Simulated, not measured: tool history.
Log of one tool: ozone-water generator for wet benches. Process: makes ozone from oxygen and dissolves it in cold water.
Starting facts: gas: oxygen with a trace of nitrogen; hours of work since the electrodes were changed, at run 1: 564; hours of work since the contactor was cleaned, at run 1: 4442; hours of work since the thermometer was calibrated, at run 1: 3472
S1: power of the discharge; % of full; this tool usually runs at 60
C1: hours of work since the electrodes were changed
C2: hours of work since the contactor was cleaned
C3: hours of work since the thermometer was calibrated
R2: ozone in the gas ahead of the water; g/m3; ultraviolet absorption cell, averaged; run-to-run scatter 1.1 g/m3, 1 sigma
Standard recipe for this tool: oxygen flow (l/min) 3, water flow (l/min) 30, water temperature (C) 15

{"run": 1, "hour": 0.0, "S1": 60, "oxygen flow (l/min)": 3, "water flow (l/min)": 30, "water temperature (C)": 15, "C1": 564, "C2": 4442, "C3": 3472, "dissolved ozone (ppm)": 11.2, "R2": 185.9}
{"run": 2, "hour": 105.8, "S1": 60, "oxygen flow (l/min)": 3, "water flow (l/min)": 19, "water temperature (C)": 15, "C1": 632, "C2": 4510, "C3": 3541, "dissolved ozone (ppm)": 16.6, "R2": 189.4}
{"run": 3, "hour": 186.2, "S1": 60, "oxygen flow (l/min)": 3, "water flow (l/min)": 19, "water temperature (C)": 15, "C1": 684, "C2": 4562, "C3": 3593, "dissolved ozone (ppm)": 16.6, "R2": 188.4}
{"run": 4, "hour": 255.4, "S1": 60, "oxygen flow (l/min)": 3, "water flow (l/min)": 19, "water temperature (C)": 15, "C1": 729, "C2": 4607, "C3": 3638, "dissolved ozone (ppm)": 16.5, "R2": 187.3}
{"run": 5, "hour": 363.5, "S1": 60, "oxygen flow (l/min)": 3, "water flow (l/min)": 19, "water temperature (C)": 15, "C1": 799, "C2": 4677, "C3": 3708, "dissolved ozone (ppm)": 16.5, "R2": 186.5}
{"run": 6, "hour": 456.9, "S1": 60, "oxygen flow (l/min)": 3, "water flow (l/min)": 19, "water temperature (C)": 15, "C1": 859, "C2": 4738, "C3": 3768, "dissolved ozone (ppm)": 16.3, "R2": 186.8}
{"hour": 499.0, "done": "water thermometer calibrated"}
{"run": 7, "hour": 550.2, "S1": 60, "oxygen flow (l/min)": 3, "water flow (l/min)": 19, "water temperature (C)": 15, "C1": 919, "C2": 4798, "C3": 33, "dissolved ozone (ppm)": 16.5, "R2": 187.1}
{"run": 8, "hour": 629.5, "S1": 60, "oxygen flow (l/min)": 3, "water flow (l/min)": 19, "water temperature (C)": 15, "C1": 971, "C2": 4849, "C3": 84, "dissolved ozone (ppm)": 16.4, "R2": 186.8}
{"run": 9, "hour": 717.1, "S1": 60, "oxygen flow (l/min)": 3, "water flow (l/min)": 30, "water temperature (C)": 15, "C1": 1028, "C2": 4906, "C3": 141, "dissolved ozone (ppm)": 10.9, "R2": 186.6}
{"run": 10, "hour": 772.7, "S1": 60, "oxygen flow (l/min)": 3, "water flow (l/min)": 30, "water temperature (C)": 22, "C1": 1064, "C2": 4942, "C3": 177, "dissolved ozone (ppm)": 10.4, "R2": 187.4}
{"run": 11, "hour": 863.4, "S1": 60, "oxygen flow (l/min)": 2.07, "water flow (l/min)": 23, "water temperature (C)": 15, "C1": 1122, "C2": 5001, "C3": 236, "dissolved ozone (ppm)": 12.5, "R2": 217.9}
{"run": 12, "hour": 922.0, "S1": 67, "oxygen flow (l/min)": 2.05, "water flow (l/min)": 30, "water temperature (C)": 13, "C1": 1160, "C2": 5038, "C3": 274, "dissolved ozone (ppm)": 10.5, "R2": 242.2}
{"run": 13, "hour": 1016.6, "S1": 67, "oxygen flow (l/min)": 2.05, "water flow (l/min)": 30, "water temperature (C)": 13, "C1": 1221, "C2": 5100, "C3": 335, "dissolved ozone (ppm)": 10.6, "R2": 241.9}
{"run": 14, "hour": 1129.8, "S1": 67, "oxygen flow (l/min)": 2.05, "water flow (l/min)": 30, "water temperature (C)": 13, "C1": 1295, "C2": 5173, "C3": 408, "dissolved ozone (ppm)": 10.6, "R2": 241.4}
{"run": 15, "hour": 1253.8, "S1": 60, "oxygen flow (l/min)": 3, "water flow (l/min)": 18, "water temperature (C)": 15, "C1": 1375, "C2": 5253, "C3": 489, "dissolved ozone (ppm)": 16.9, "R2": 184.3}
{"run": 16, "hour": 1357.2, "S1": 60, "oxygen flow (l/min)": 3, "water flow (l/min)": 18, "water temperature (C)": 15, "C1": 1442, "C2": 5320, "C3": 556, "dissolved ozone (ppm)": 17, "R2": 184.2}
{"run": 17, "hour": 1432.4, "S1": 60, "oxygen flow (l/min)": 2.66, "water flow (l/min)": 18, "water temperature (C)": 11, "C1": 1491, "C2": 5369, "C3": 604, "dissolved ozone (ppm)": 17, "R2": 196}
{"run": 18, "hour": 1519.0, "S1": 82, "oxygen flow (l/min)": 3.35, "water flow (l/min)": 30, "water temperature (C)": 19, "C1": 1547, "C2": 5425, "C3": 660, "dissolved ozone (ppm)": 14.4, "R2": 234.3}
{"run": 19, "hour": 1576.3, "S1": 47, "oxygen flow (l/min)": 3, "water flow (l/min)": 29, "water temperature (C)": 15, "C1": 1584, "C2": 5462, "C3": 697, "dissolved ozone (ppm)": 8.8, "R2": 149.7}
{"run": 20, "hour": 1656.8, "S1": 47, "oxygen flow (l/min)": 3, "water flow (l/min)": 29, "water temperature (C)": 15, "C1": 1636, "C2": 5514, "C3": 749, "dissolved ozone (ppm)": 9, "R2": 148.9}

Consider 3 possible next runs. They are alternatives, not a sequence: every one starts from the tool as it was left by run 20. What does each give?
{"run": "A", "hour": 1752.2, "S1": 50, "oxygen flow (l/min)": 4.52, "water flow (l/min)": 28, "water temperature (C)": 15, "C1": 1698, "C2": 5576, "C3": 811, "dissolved ozone (ppm)": "?", "R2": "?"}
{"run": "B", "hour": 1752.2, "S1": 43, "oxygen flow (l/min)": 3.35, "water flow (l/min)": 21, "water temperature (C)": 15, "C1": 1698, "C2": 5576, "C3": 811, "dissolved ozone (ppm)": "?", "R2": "?"}
{"run": "C", "hour": 1752.2, "S1": 47, "oxygen flow (l/min)": 3, "water flow (l/min)": 23, "water temperature (C)": 11, "C1": 1698, "C2": 5576, "C3": 811, "dissolved ozone (ppm)": "?", "R2": "?"}

run=A dissolved_ozone_(ppm)=11.2 R2=132.6
run=B dissolved_ozone_(ppm)=11.3 R2=130.5
run=C dissolved_ozone_(ppm)=11.6 R2=148.1
Stripped of hidden state, with their random variation kept, the same runs would have yielded:
run=A dissolved_ozone_(ppm)=11.7 R2=134.7
run=B dissolved_ozone_(ppm)=11.7 R2=132.2
run=C dissolved_ozone_(ppm)=12.1 R2=150.4
